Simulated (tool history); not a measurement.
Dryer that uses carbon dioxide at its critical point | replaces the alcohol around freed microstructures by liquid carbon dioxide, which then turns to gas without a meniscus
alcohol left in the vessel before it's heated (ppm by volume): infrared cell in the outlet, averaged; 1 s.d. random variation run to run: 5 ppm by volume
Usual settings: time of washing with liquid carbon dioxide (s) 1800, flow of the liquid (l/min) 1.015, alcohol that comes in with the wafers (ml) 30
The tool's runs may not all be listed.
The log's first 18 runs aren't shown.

run,day,time of washing with liquid carbon dioxide (s),flow of the liquid (l/min),alcohol that comes in with the wafers (ml),hours of work since the filter was changed,hours of work since the purifier's bed was changed,alcohol left in the vessel before it's heated (ppm by volume)
19,8.583,1800,1.015,30,92,454,165
20,8.900,1800,1.015,30,97,459,169
21,9.500,1800,1.015,30,106,468,166
22,9.783,2400,1.015,30,110,473,150
23,10.217,1440,0.660,64,117,479,1073
24,10.733,2400,1.300,27,124,487,150
25,11.346,2460,1.360,30,134,496,134
26,11.783,2460,1.360,30,140,503,155
27,12.350,1680,1.360,48,149,512,168
28,13.029,1680,1.360,48,160,522,163
29,13.467,1680,1.360,48,166,529,160
30,13.858,1860,1.360,48,172,535,162
31,14.338,1860,1.360,48,179,542,160
32,14.908,1860,1.360,48,188,551,170
# day 15.083: inlet filter changed
33,15.279,1320,0.860,105,3,556,705
34,15.829,1260,1.160,40,11,564,230
35,16.246,1560,0.610,47,18,570,688
36,16.850,1560,1.130,48,27,580,204
37,17.229,1560,1.130,48,33,585,208
38,17.888,1560,1.130,48,43,596,212

What will run 39 give?
39,18.354,1800,1.015,35,50,603,?

{"run 39": {"alcohol left in the vessel before it's heated (ppm by volume)": 213}}
If the tool had no hidden condition, the same run with the same run-to-run variation would have returned alcohol left in the vessel before it's heated (ppm by volume) 31.
